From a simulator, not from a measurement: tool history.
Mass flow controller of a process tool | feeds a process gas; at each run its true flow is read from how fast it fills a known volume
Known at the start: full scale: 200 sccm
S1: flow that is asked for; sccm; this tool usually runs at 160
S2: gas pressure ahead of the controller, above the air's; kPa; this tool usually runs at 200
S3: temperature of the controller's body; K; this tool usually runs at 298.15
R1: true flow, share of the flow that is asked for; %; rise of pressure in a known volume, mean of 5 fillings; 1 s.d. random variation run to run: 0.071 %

run 1 day=0.000 | S1=160 S2=200 S3=298.15 | R1=99.55
run 2 day=2.650 | S1=160 S2=200 S3=298.15 | R1=99.55
run 3 day=6.754 | S1=160 S2=200 S3=298.15 | R1=99.58
run 4 day=9.767 | S1=160 S2=200 S3=298.15 | R1=99.50
run 5 day=12.075 | S1=160 S2=200 S3=298.15 | R1=99.67
run 6 day=15.717 | S1=160 S2=200 S3=298.15 | R1=99.53
run 7 day=18.717 | S1=160 S2=200 S3=298.15 | R1=99.47
run 8 day=22.854 | S1=160 S2=200 S3=298.15 | R1=99.44
-- day=23.254 controller's zero set anew
run 9 day=26.688 | S1=160 S2=200 S3=298.15 | R1=99.84
-- day=29.400 controller's zero set anew, once more
run 10 day=30.312 | S1=160 S2=200 S3=298.15 | R1=99.07
run 11 day=32.533 | S1=160 S2=200 S3=298.15 | R1=99.03
run 12 day=34.558 | S1=160 S2=212 S3=298.15 | R1=99.06
run 13 day=37.525 | S1=200 S2=200 S3=298.15 | R1=99.24
run 14 day=40.275 | S1=200 S2=200 S3=298.15 | R1=99.18
run 15 day=43.192 | S1=200 S2=200 S3=298.15 | R1=99.32
run 16 day=45.542 | S1=200 S2=200 S3=298.15 | R1=99.22
run 17 day=47.662 | S1=160 S2=267 S3=308.15 | R1=100.07
run 18 day=49.367 | S1=44 S2=200 S3=304.15 | R1=98.97
run 19 day=52.788 | S1=101 S2=183 S3=306.15 | R1=99.11
run 20 day=55.254 | S1=109 S2=176 S3=298.15 | R1=98.69
run 21 day=58.721 | S1=160 S2=200 S3=296.15 | R1=98.92
run 22 day=62.867 | S1=160 S2=200 S3=296.15 | R1=98.96
run 23 day=66.017 | S1=113 S2=216 S3=308.15 | R1=99.37
run 24 day=69.812 | S1=113 S2=224 S3=308.15 | R1=99.54
run 25 day=71.721 | S1=160 S2=150 S3=301.15 | R1=98.94
run 26 day=75.729 | S1=83 S2=157 S3=306.15 | R1=98.97

Consider 5 possible next runs. They are alternatives, not a sequence: every one starts from the tool as it was left by run 26. What does each give?
run A day=79.812 | S1=23 S2=200 S3=295.15 | R1=?
run B day=79.812 | S1=48 S2=142 S3=298.15 | R1=?
run C day=79.812 | S1=169 S2=226 S3=313.15 | R1=?
run D day=79.812 | S1=160 S2=200 S3=299.15 | R1=?
run E day=79.812 | S1=160 S2=264 S3=298.15 | R1=?

run=A R1=99.06
run=B R1=98.55
run=C R1=100.14
run=D R1=99.21
run=E R1=99.32
Without the tool's hidden state the same runs would have given:
run=A R1=98.41
run=B R1=98.72
run=C R1=100.85
run=D R1=99.91
run=E R1=100.02
